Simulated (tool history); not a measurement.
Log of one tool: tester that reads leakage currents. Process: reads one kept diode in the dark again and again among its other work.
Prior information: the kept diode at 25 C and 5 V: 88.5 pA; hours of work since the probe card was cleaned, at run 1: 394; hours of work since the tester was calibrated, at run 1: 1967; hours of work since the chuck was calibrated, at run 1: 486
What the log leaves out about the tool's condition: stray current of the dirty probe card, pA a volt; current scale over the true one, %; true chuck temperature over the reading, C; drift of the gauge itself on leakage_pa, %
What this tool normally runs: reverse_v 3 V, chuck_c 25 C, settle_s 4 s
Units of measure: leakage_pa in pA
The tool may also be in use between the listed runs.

run	day	reverse_v	chuck_c	settle_s	hours of work since the probe card was cleaned	hours of work since the tester was calibrated	hours of work since the chuck was calibrated	leakage_pa
1	0	3	25	4	394	1967	486	82.87
2	4.246	5.06	25	4	457	2030	549	102.64
3	7.021	5.06	25	4	498	2071	590	103.48
4	11.338	1.35	25	4	562	2135	654	63.96
5	16.608	1.35	25	4	640	2213	732	65.1
6	21.9	1.35	48	4	718	2291	810	322
7	27.754	1.35	48	3.09	805	2378	897	327.6
8	32.279	1.35	48	3.09	872	2445	964	329.66
9	36.608	3	25	4	936	2509	1028	93.45
10	39.458	3	45	4	978	2551	1070	365.29
11	42.742	3.56	25	4	1027	2600	1119	101.78
# day 47.346: probe card cleaned and baked
12	47.392	3.56	25	4	1	2667	1186	93.25
13	52.954	3.56	25	4	83	2749	1268	95.2
14	56.908	3.56	25	4	141	2808	1327	96
# day 57.775: chuck's temperature calibrated
15	61.046	3.56	25	1.45	202	2868	48	81.49
16	66.667	3.56	25	1.45	285	2951	132	83.17
17	69.304	3	25	6.78	324	2990	171	77.95
18	71.983	3	25	6.78	363	3030	210	78.89
19	78.008	3	25	4	453	3119	300	80.64
20	82.671	3	25	4	522	3188	369	81.73
21	85.388	3	25	4	562	3228	409	82.51
22	90.642	9.05	22	0.73	640	3306	487	108.41
23	97.1	13.52	25	4	735	3402	582	159.71
24	100.95	13.52	25	4	792	3459	639	162.42
25	105.862	13.52	44	0.62	865	3531	712	565.65
26	110.329	2.05	21	4	931	3597	778	57.98
27	113.317	3	57	4	975	3642	822	751.37
28	118.671	3.63	25	0.51	1055	3721	901	100.32
# day 121.771: probe card cleaned and baked
29	122.383	3.63	25	0.51	9	3774	955	91.5
30	125.246	7.89	21	0.51	51	3816	997	91.26
31	128.458	7.89	21	0.51	99	3864	1044	93.13
32	133.929	3	32	1.91	180	3945	1125	147.26
33	138.508	2.76	45	1.65	248	4013	1193	352.75
34	142.917	2.76	45	1.65	313	4078	1258	353.42
35	146.921	3.89	25	0.59	372	4137	1318	101.57
# day 148.75: chuck's temperature calibrated
# day 149.108: tester calibrated
36	152.062	11.19	51	0.93	446	44	48	752.75
37	157.646	3.94	39	0.82	529	126	130	239.39
38	160.912	3.99	25	2.6	577	175	179	90.68
39	165.196	3.99	57	3.78	640	238	242	783.45

4 ways to go on from here, each from the tool as it stands after run 39. What would each give?
A	169.167	4.84	36	3.78	699	297	301	?
B	169.167	2.82	23	3.78	699	297	301	?
C	169.167	3	25	0.93	699	297	301	?
D	169.167	1.58	57	0.66	699	297	301	?

run	leakage_pa
A	215.65
B	70.5
C	83.83
D	570.75
Had the tool no hidden state, the same runs would have come out as:
run	leakage_pa
A	198.78
B	62.68
C	75.2
D	547.86

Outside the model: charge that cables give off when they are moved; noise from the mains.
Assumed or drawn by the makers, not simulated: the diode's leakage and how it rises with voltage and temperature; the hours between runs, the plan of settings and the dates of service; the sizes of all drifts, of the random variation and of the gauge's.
